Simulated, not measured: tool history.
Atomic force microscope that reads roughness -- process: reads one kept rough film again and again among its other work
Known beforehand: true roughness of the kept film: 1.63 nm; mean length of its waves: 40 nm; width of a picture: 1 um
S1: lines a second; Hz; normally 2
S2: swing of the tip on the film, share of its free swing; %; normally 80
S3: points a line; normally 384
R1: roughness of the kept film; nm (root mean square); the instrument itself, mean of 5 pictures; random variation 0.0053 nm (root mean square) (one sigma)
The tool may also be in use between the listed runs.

| run | hour | S1 | S2 | S3 | R1 |
|---|---|---|---|---|---|
| 1 | 0 | 2 | 80 | 384 | 1.497 |
|  | 19.2 | new tip fitted |
| 2 | 23.3 | 2 | 80 | 384 | 1.498 |
| 3 | 50.5 | 2 | 80 | 384 | 1.496 |
|  | 91.8 | new tip fitted |
| 4 | 100.6 | 2 | 70 | 384 | 1.53 |
| 5 | 131.6 | 2 | 70 | 384 | 1.533 |
|  | 160.2 | new tip fitted |
| 6 | 178.4 | 2 | 70 | 733 | 1.548 |
| 7 | 223.8 | 2 | 70 | 733 | 1.524 |
|  | 230.6 | new tip fitted |
| 8 | 246.1 | 1.31 | 67 | 863 | 1.564 |
| 9 | 285.8 | 1.31 | 83 | 863 | 1.528 |
|  | 298.8 | new tip fitted |
| 10 | 323.1 | 1.46 | 80 | 274 | 1.512 |
|  | 367.8 | new tip fitted |
| 11 | 369.5 | 0.82 | 68 | 812 | 1.578 |
| 12 | 419.3 | 0.82 | 70 | 812 | 1.572 |
|  | 439.1 | new tip fitted |
| 13 | 449.3 | 0.82 | 70 | 357 | 1.569 |
| 14 | 478.8 | 2.62 | 82 | 664 | 1.469 |

Below are 4 alternative next runs, each starting from the tool's condition after run 14. Predict each:
| A | 502 | 2 | 80 | 823 | ? |
| B | 502 | 2.62 | 82 | 634 | ? |
| C | 502 | 1.58 | 80 | 422 | ? |
| D | 502 | 2.62 | 80 | 336 | ? |

| run | R1 |
|---|---|
| A | 1.488 |
| B | 1.451 |
| C | 1.516 |
| D | 1.461 |
Had the tool no hidden state, the same runs would have come out as:
| run | R1 |
|---|---|
| A | 1.491 |
| B | 1.453 |
| C | 1.518 |
| D | 1.464 |
